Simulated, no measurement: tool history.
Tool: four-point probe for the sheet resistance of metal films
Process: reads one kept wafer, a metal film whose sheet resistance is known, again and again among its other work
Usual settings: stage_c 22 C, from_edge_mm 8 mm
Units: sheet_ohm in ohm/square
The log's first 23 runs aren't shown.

| run | day | stage_c | from_edge_mm | touches since the probe head was changed | hours of work since the stage's thermometer was calibrated | sheet_ohm |
|---|---|---|---|---|---|---|
| 24 | 20.871 | 22 | 9 | 35298 | 159 | 0.032724 |
| 25 | 22.088 | 22 | 9 | 36101 | 175 | 0.032711 |
| 26 | 22.688 | 22 | 9 | 36494 | 183 | 0.032718 |
| 27 | 23.321 | 22 | 9 | 36912 | 191 | 0.032718 |
| 28 | 24.250 | 27 | 39 | 37523 | 203 | 0.032270 |
| 29 | 25.388 | 24 | 8 | 38273 | 218 | 0.032755 |
| 30 | 26.346 | 24 | 8 | 38905 | 230 | 0.032752 |
| 31 | 27.038 | 24 | 8 | 39358 | 239 | 0.032760 |
| 32 | 27.954 | 24 | 45 | 39962 | 251 | 0.032331 |
| 33 | 29.221 | 24 | 45 | 40796 | 268 | 0.032347 |
| 34 | 29.812 | 25 | 12 | 41186 | 276 | 0.032491 |
| 35 | 30.942 | 28 | 19 | 41930 | 290 | 0.032305 |
| 36 | 31.862 | 28 | 19 | 42535 | 302 | 0.032306 |
| 37 | 32.438 | 34 | 20 | 42914 | 310 | 0.032156 |
| 38 | 33.467 | 34 | 20 | 43593 | 323 | 0.032154 |
| 39 | 34.075 | 23 | 34 | 43992 | 331 | 0.032389 |
| 40 | 35.133 | 33 | 15 | 44691 | 345 | 0.032232 |
| 41 | 35.750 | 23 | 10 | 45095 | 353 | 0.032635 |
| 42 | 36.646 | 21 | 9 | 45685 | 365 | 0.032750 |
| 43 | 37.838 | 20 | 67 | 46470 | 380 | 0.032454 |
| 44 | 38.975 | 20 | 67 | 47220 | 395 | 0.032451 |
| 45 | 40.142 | 21 | 10 | 47987 | 410 | 0.032700 |
| 46 | 41.250 | 19 | 10 | 48719 | 425 | 0.032747 |

Forecast each of these 3 alternatives for the next run:
| A | 42.367 | 22 | 8 | 49452 | 439 | ? |
| B | 42.367 | 23 | 66 | 49452 | 439 | ? |
| C | 42.367 | 26 | 3 | 49452 | 439 | ? |

| run | sheet_ohm |
|---|---|
| A | 0.032827 |
| B | 0.032389 |
| C | 0.035107 |
Without the tool's hidden state the same runs would have given:
| run | sheet_ohm |
|---|---|
| A | 0.032762 |
| B | 0.032324 |
| C | 0.035037 |
